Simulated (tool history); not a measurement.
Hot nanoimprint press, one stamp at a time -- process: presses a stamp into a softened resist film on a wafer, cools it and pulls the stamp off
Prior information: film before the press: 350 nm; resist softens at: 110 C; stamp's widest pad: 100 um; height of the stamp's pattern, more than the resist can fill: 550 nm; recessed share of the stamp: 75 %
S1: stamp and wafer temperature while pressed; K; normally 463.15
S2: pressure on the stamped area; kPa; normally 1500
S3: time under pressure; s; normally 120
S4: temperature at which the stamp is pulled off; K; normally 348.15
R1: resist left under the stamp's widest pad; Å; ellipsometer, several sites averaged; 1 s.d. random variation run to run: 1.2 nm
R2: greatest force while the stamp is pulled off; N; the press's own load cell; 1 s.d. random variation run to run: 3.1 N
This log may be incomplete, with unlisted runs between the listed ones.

run,hour,S1,S2,S3,S4,R1,R2
1,0.0,463.15,1500,120,348.15,1823,154
2,4.2,463.15,1500,120,348.15,1851,160
3,13.3,463.15,1500,176,348.15,1593,154
4,22.2,459.15,1500,120,348.15,2067,160
5,26.3,459.15,1500,120,348.15,2080,158
6,34.6,459.15,1500,120,348.15,2062,163
7,41.9,459.15,1500,120,348.15,2084,156
8,48.6,463.15,1500,120,348.15,1844,163
9,57.6,463.15,1500,124,348.15,1811,163
10,63.7,463.15,1500,120,348.15,1842,162
11,69.3,463.15,1500,120,348.15,1837,165
12,75.6,471.15,1500,120,348.15,1408,165
13,81.1,471.15,1500,120,348.15,1422,167
14,87.7,463.15,1500,120,351.15,1844,157
15,94.1,463.15,1500,120,351.15,1844,160
16,102.8,463.15,1500,120,339.15,1828,186
17,107.5,463.15,950,120,339.15,2183,185
18,114.9,463.15,1740,126,348.15,1705,164
19,122.7,463.15,1910,126,351.15,1646,165
20,128.7,463.15,1910,126,351.15,1653,163
21,133.2,466.15,1500,120,348.15,1695,166
22,138.3,466.15,2280,122,336.15,1421,203
23,143.8,454.15,1020,69,347.15,2904,174
24,149.0,454.15,1020,69,347.15,2921,176
25,155.0,458.15,2080,75,347.15,2242,159
26,160.3,458.15,2080,75,347.15,2235,173
27,164.5,461.15,1500,120,340.15,1976,190
28,172.9,461.15,1500,120,340.15,1977,187
29,181.7,461.15,2380,80,340.15,1922,195

Selected run-to-run steps in R1, each split into two signed amounts: the part the tool would show with no hidden state at all (from settings, incoming material and random variation), and the remainder, which goes to the hidden state together with any gauge scatter not common to the measured and the hidden-state-free results:
Hidden state present: true temperature over the reading, C; pressure that arrives at the usual setting, %; grip of the stamp's worn release coat, % over a new coat's; drift of the gauge itself on residual_nm, %; drift of the gauge itself on pull_off_n, %.
Run 22 -> 23: S1 466.15 -> 454.15, S2 2280 -> 1020, S3 122 -> 69, S4 336.15 -> 347.15. R1 +1483 Å: hidden state -14, all else +1497.
Run 24 -> 25: S1 454.15 -> 458.15, S2 1020 -> 2080, S3 69 -> 75. R1 -679 Å: hidden state +24, all else -703.
